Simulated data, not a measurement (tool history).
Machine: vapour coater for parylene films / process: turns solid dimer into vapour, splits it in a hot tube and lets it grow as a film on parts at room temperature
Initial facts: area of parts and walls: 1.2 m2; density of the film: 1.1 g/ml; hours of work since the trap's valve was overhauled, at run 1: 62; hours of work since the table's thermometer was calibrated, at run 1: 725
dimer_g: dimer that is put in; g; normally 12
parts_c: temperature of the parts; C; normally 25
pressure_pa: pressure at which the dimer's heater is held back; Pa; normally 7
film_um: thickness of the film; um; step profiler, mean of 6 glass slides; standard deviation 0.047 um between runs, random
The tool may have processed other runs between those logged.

run	hour	dimer_g	parts_c	pressure_pa	hours of work since the trap's valve was overhauled	hours of work since the table's thermometer was calibrated	film_um
1	0	12	25	7	62	725	5.36
2	50.9	12	25	7	92	755	5.4
3	88.3	12	25	7	114	778	5.42
4	144.7	12	28	7	147	811	4.86
5	181.4	12	25	7	169	833	5.48
6	249.5	12	25	7	210	873	5.31
7	294.6	12	25	7	237	900	5.4
# hour 334.5: trap's valve overhauled
8	337	7	20	7	1	923	3.7
9	406.2	7	19	4.81	43	964	4.05

Run 10 is up next; what results do you expect?
10	468.3	7	19	4.81	80	1001	?

film_um: 4.13 um
With no hidden state in the tool, this same run would have given film_um 4.13 um.

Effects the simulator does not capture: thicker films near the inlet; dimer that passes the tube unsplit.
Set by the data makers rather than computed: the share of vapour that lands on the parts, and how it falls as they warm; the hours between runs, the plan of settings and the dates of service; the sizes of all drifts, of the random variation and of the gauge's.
